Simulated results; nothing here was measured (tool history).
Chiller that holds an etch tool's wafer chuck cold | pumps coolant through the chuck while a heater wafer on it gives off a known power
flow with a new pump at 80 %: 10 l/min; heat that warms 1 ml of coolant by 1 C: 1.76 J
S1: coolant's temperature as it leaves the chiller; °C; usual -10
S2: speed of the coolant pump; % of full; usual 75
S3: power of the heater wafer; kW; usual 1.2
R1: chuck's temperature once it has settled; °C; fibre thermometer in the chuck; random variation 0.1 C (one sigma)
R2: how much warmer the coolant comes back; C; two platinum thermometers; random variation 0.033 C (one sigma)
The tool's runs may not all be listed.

run 1 day=0 | S1=-10 S2=75 S3=1.2 | R1=-1.3 R2=4.55
run 2 day=8.042 | S1=-10 S2=75 S3=1.367 | R1=0 R2=5.17
run 3 day=13.092 | S1=-10 S2=75 S3=1.2 | R1=-1 R2=4.6
run 4 day=19.121 | S1=-10 S2=75 S3=1.2 | R1=-1 R2=4.61
run 5 day=25.542 | S1=-10 S2=75 S3=1.32 | R1=-0.1 R2=5.06
run 6 day=30.212 | S1=-10 S2=75 S3=1.2 | R1=-1 R2=4.6
run 7 day=35.783 | S1=-10 S2=95 S3=1.2 | R1=-2.3 R2=3.63
run 8 day=40.238 | S1=-10 S2=95 S3=1.2 | R1=-2.5 R2=3.58
run 9 day=43.804 | S1=-10 S2=95 S3=1.2 | R1=-2.2 R2=3.65
run 10 day=50 | S1=-14 S2=74 S3=1.417 | R1=-3.1 R2=5.52
-- day=50.558 chiller's thermometer calibrated
run 11 day=54.475 | S1=-13 S2=66 S3=1.2 | R1=-2.8 R2=5.29
run 12 day=62.25 | S1=-13 S2=66 S3=1.2 | R1=-2.8 R2=5.27
-- day=62.896 chiller's thermometer calibrated, once more
run 13 day=66.4 | S1=-7 S2=95 S3=1.2 | R1=0.6 R2=3.57
run 14 day=71.846 | S1=-9 S2=63 S3=1.716 | R1=5.7 R2=7.94
run 15 day=75.904 | S1=-8 S2=88 S3=1.2 | R1=0.1 R2=3.91
run 16 day=79.688 | S1=-12 S2=69 S3=0.738 | R1=-5.9 R2=3.12
run 17 day=84.871 | S1=-15 S2=82 S3=1.063 | R1=-7.6 R2=3.71
run 18 day=92.508 | S1=-15 S2=68 S3=1.344 | R1=-4.1 R2=5.81

The same runs without the tool's hidden state, with the same run-to-run variation:
The hidden state here: heat passed by the chuck's channels, % of clean ones'; flow at a given pump speed, % of a new pump's; coolant's true temperature over the reading, C; drift of the gauge itself on chuck_c, C; drift of the gauge itself on warmer_back_c, C.
run=1 R1=-1.9 R2=4.37
run=2 R1=-0.8 R2=4.95
run=3 R1=-1.7 R2=4.4
run=4 R1=-1.7 R2=4.4
run=5 R1=-1 R2=4.82
run=6 R1=-1.8 R2=4.39
run=7 R1=-3 R2=3.45
run=8 R1=-3.3 R2=3.4
run=9 R1=-3 R2=3.47
run=10 R1=-4.2 R2=5.22
run=11 R1=-4 R2=5
run=12 R1=-4.1 R2=4.97
run=13 R1=-0.1 R2=3.37
run=14 R1=4.3 R2=7.48
run=15 R1=-0.7 R2=3.68
run=16 R1=-6.5 R2=2.93
run=17 R1=-8.4 R2=3.48
run=18 R1=-5.2 R2=5.44
